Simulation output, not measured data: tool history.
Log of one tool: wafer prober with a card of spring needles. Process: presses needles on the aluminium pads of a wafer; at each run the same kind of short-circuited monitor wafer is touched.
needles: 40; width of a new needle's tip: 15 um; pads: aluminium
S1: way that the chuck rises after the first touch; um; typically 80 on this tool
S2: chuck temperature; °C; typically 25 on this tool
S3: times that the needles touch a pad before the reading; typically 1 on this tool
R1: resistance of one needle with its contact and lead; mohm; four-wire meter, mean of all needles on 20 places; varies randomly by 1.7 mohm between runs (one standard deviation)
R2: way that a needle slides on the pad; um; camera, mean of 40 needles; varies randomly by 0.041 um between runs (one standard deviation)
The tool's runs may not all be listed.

run	hour	S1	S2	S3	R1	R2
1	0.0	80	25	1	186	21.61
2	7.9	80	25	1	201	21.55
# hour 9.7: tips cleaned on abrasive film
# hour 19.4: tips cleaned on abrasive film
3	26.0	80	92	1	210	21.46
# hour 29.7: tips cleaned on abrasive film
# hour 39.2: tips cleaned on abrasive film
4	43.5	80	48	1	193	21.40
# hour 49.2: tips cleaned on abrasive film
5	57.6	80	48	1	200	21.41
# hour 58.5: tips cleaned on abrasive film
# hour 68.4: tips cleaned on abrasive film
6	76.3	80	48	1	205	21.34
# hour 78.0: tips cleaned on abrasive film
7	84.3	80	34	1	202	21.39
# hour 87.4: tips cleaned on abrasive film
# hour 97.6: tips cleaned on abrasive film
8	101.7	80	41	1	192	21.29
# hour 107.4: tips cleaned on abrasive film
# hour 116.7: tips cleaned on abrasive film
9	118.2	80	41	1	190	21.18
# hour 127.3: tips cleaned on abrasive film
# hour 136.7: tips cleaned on abrasive film
10	136.7	99	25	1	180	26.30
# hour 145.9: tips cleaned on abrasive film
11	153.8	80	25	1	200	21.09
# hour 155.5: tips cleaned on abrasive film
# hour 165.3: tips cleaned on abrasive film
12	171.8	80	25	1	200	20.99
# hour 175.3: tips cleaned on abrasive film
# hour 184.4: height of the first contact set anew
# hour 186.1: tips cleaned on abrasive film
13	190.5	80	33	1	199	21.67
# hour 196.2: tips cleaned on abrasive film
# hour 206.0: tips cleaned on abrasive film
14	208.6	66	33	1	199	17.80
# hour 215.7: tips cleaned on abrasive film
# hour 225.3: tips cleaned on abrasive film
15	227.5	66	33	1	192	17.72
# hour 235.0: tips cleaned on abrasive film
# hour 244.7: tips cleaned on abrasive film
16	245.6	80	45	1	193	21.47
# hour 254.7: tips cleaned on abrasive film
17	258.7	80	45	1	199	21.41
# hour 264.5: tips cleaned on abrasive film
18	272.6	80	45	1	205	21.43
# hour 274.3: tips cleaned on abrasive film
# hour 284.1: tips cleaned on abrasive film
19	287.5	61	51	2	198	16.19
# hour 294.7: tips cleaned on abrasive film
20	295.3	97	48	2	184	26.02
# hour 305.0: tips cleaned on abrasive film
21	305.2	97	48	2	188	25.85
# hour 314.6: tips cleaned on abrasive film
22	318.2	75	25	1	198	19.92
# hour 323.9: tips cleaned on abrasive film
23	330.9	80	25	1	204	21.19
# hour 334.1: tips cleaned on abrasive film
# hour 343.6: tips cleaned on abrasive film
24	347.1	80	25	3	186	21.16
# hour 354.5: tips cleaned on abrasive film
# hour 363.8: tips cleaned on abrasive film
25	363.8	68	25	1	189	17.81
26	371.4	68	25	1	214	17.80
# hour 373.8: tips cleaned on abrasive film
# hour 383.7: tips cleaned on abrasive film
27	387.6	81	25	2	190	21.27
# hour 393.0: tips cleaned on abrasive film
# hour 393.3: height of the first contact set anew
# hour 403.3: tips cleaned on abrasive film
28	404.6	81	25	2	184	21.85
# hour 413.5: tips cleaned on abrasive film
29	422.3	81	25	2	199	21.95
# hour 423.9: tips cleaned on abrasive film
30	432.7	64	25	1	215	17.25
# hour 433.9: tips cleaned on abrasive film
31	440.4	64	25	1	216	17.23

Branching from run 31: 3 alternative next runs. What would each branch give?
# hour 443.5: tips cleaned on abrasive film
# hour 452.8: tips cleaned on abrasive film
A	455.5	64	25	2	?	?
# hour 443.5: tips cleaned on abrasive film
# hour 452.8: tips cleaned on abrasive film
B	455.5	80	33	2	?	?
# hour 443.5: tips cleaned on abrasive film
# hour 452.8: tips cleaned on abrasive film
C	455.5	90	25	2	?	?

run	R1	R2
A	195	17.19
B	189	21.61
C	187	24.27
Stripped of hidden state, with their random variation kept, the same runs would have yielded:
run	R1	R2
A	183	17.37
B	181	21.79
C	181	24.45
